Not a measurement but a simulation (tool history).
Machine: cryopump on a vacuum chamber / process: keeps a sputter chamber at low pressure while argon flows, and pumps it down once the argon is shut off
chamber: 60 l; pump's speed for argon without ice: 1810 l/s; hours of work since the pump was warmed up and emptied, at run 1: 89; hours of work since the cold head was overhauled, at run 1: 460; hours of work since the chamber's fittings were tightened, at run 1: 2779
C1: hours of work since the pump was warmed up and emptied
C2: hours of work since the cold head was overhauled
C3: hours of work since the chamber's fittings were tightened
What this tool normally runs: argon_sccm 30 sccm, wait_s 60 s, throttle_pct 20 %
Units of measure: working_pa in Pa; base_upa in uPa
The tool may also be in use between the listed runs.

{"run": 1, "hour": 0.0, "argon_sccm": 30, "wait_s": 60, "throttle_pct": 20, "C1": 89, "C2": 460, "C3": 2779, "working_pa": 0.1418, "base_upa": 3.29}
{"run": 2, "hour": 14.1, "argon_sccm": 30, "wait_s": 60, "throttle_pct": 20, "C1": 97, "C2": 468, "C3": 2787, "working_pa": 0.142, "base_upa": 3.27}
{"run": 3, "hour": 24.7, "argon_sccm": 30, "wait_s": 60, "throttle_pct": 22, "C1": 102, "C2": 473, "C3": 2792, "working_pa": 0.13, "base_upa": 3.3}
{"run": 4, "hour": 41.1, "argon_sccm": 30, "wait_s": 60, "throttle_pct": 22, "C1": 111, "C2": 482, "C3": 2801, "working_pa": 0.1293, "base_upa": 3.38}
{"run": 5, "hour": 63.9, "argon_sccm": 30, "wait_s": 60, "throttle_pct": 22, "C1": 124, "C2": 495, "C3": 2814, "working_pa": 0.1293, "base_upa": 3.37}
{"run": 6, "hour": 76.0, "argon_sccm": 30, "wait_s": 60, "throttle_pct": 20, "C1": 130, "C2": 501, "C3": 2820, "working_pa": 0.1426, "base_upa": 3.34}
{"run": 7, "hour": 99.4, "argon_sccm": 30, "wait_s": 60, "throttle_pct": 54, "C1": 143, "C2": 514, "C3": 2833, "working_pa": 0.0549, "base_upa": 3.37}
{"run": 8, "hour": 116.8, "argon_sccm": 30, "wait_s": 60, "throttle_pct": 20, "C1": 152, "C2": 523, "C3": 2842, "working_pa": 0.144, "base_upa": 3.37}
{"run": 9, "hour": 138.2, "argon_sccm": 30, "wait_s": 60, "throttle_pct": 20, "C1": 164, "C2": 535, "C3": 2854, "working_pa": 0.1436, "base_upa": 3.36}
{"run": 10, "hour": 149.0, "argon_sccm": 30, "wait_s": 60, "throttle_pct": 20, "C1": 170, "C2": 541, "C3": 2860, "working_pa": 0.1431, "base_upa": 3.56}
{"run": 11, "hour": 163.2, "argon_sccm": 30, "wait_s": 60, "throttle_pct": 20, "C1": 177, "C2": 548, "C3": 2867, "working_pa": 0.1443, "base_upa": 3.48}
{"run": 12, "hour": 175.6, "argon_sccm": 30, "wait_s": 60, "throttle_pct": 20, "C1": 184, "C2": 555, "C3": 2874, "working_pa": 0.1446, "base_upa": 3.52}
{"run": 13, "hour": 189.6, "argon_sccm": 30, "wait_s": 60, "throttle_pct": 20, "C1": 192, "C2": 563, "C3": 2882, "working_pa": 0.144, "base_upa": 3.46}
{"run": 14, "hour": 213.5, "argon_sccm": 30, "wait_s": 60, "throttle_pct": 34, "C1": 205, "C2": 576, "C3": 2895, "working_pa": 0.0871, "base_upa": 3.54}
{"run": 15, "hour": 229.2, "argon_sccm": 30, "wait_s": 60, "throttle_pct": 34, "C1": 213, "C2": 584, "C3": 2903, "working_pa": 0.0867, "base_upa": 3.51}
{"run": 16, "hour": 247.4, "argon_sccm": 30, "wait_s": 175, "throttle_pct": 20, "C1": 223, "C2": 594, "C3": 2913, "working_pa": 0.1442, "base_upa": 2.89}
{"run": 17, "hour": 259.9, "argon_sccm": 30, "wait_s": 175, "throttle_pct": 20, "C1": 230, "C2": 601, "C3": 2920, "working_pa": 0.1446, "base_upa": 3.04}
{"run": 18, "hour": 272.6, "argon_sccm": 30, "wait_s": 33, "throttle_pct": 17, "C1": 237, "C2": 608, "C3": 2927, "working_pa": 0.1689, "base_upa": 4.57}
{"run": 19, "hour": 294.7, "argon_sccm": 30, "wait_s": 162, "throttle_pct": 20, "C1": 249, "C2": 620, "C3": 2939, "working_pa": 0.1451, "base_upa": 3.07}
{"run": 20, "hour": 318.7, "argon_sccm": 35, "wait_s": 31, "throttle_pct": 20, "C1": 262, "C2": 633, "C3": 2952, "working_pa": 0.1688, "base_upa": 4.66}
{"run": 21, "hour": 339.3, "argon_sccm": 35, "wait_s": 31, "throttle_pct": 20, "C1": 273, "C2": 644, "C3": 2963, "working_pa": 0.171, "base_upa": 4.69}
{"run": 22, "hour": 350.6, "argon_sccm": 53, "wait_s": 60, "throttle_pct": 20, "C1": 279, "C2": 650, "C3": 2969, "working_pa": 0.2546, "base_upa": 3.74}

Run 23, settings as shown, results not yet in. Your forecast:
{"run": 23, "hour": 362.9, "argon_sccm": 22, "wait_s": 68, "throttle_pct": 39, "C1": 286, "C2": 657, "C3": 2975, "working_pa": "?", "base_upa": "?"}

Logged for run 23: working_pa 0.0573 Pa, base_upa 3.64 uPa.
Had the tool carried no hidden state, the very same run would have given working_pa 0.0529 Pa, base_upa 1.05 uPa.

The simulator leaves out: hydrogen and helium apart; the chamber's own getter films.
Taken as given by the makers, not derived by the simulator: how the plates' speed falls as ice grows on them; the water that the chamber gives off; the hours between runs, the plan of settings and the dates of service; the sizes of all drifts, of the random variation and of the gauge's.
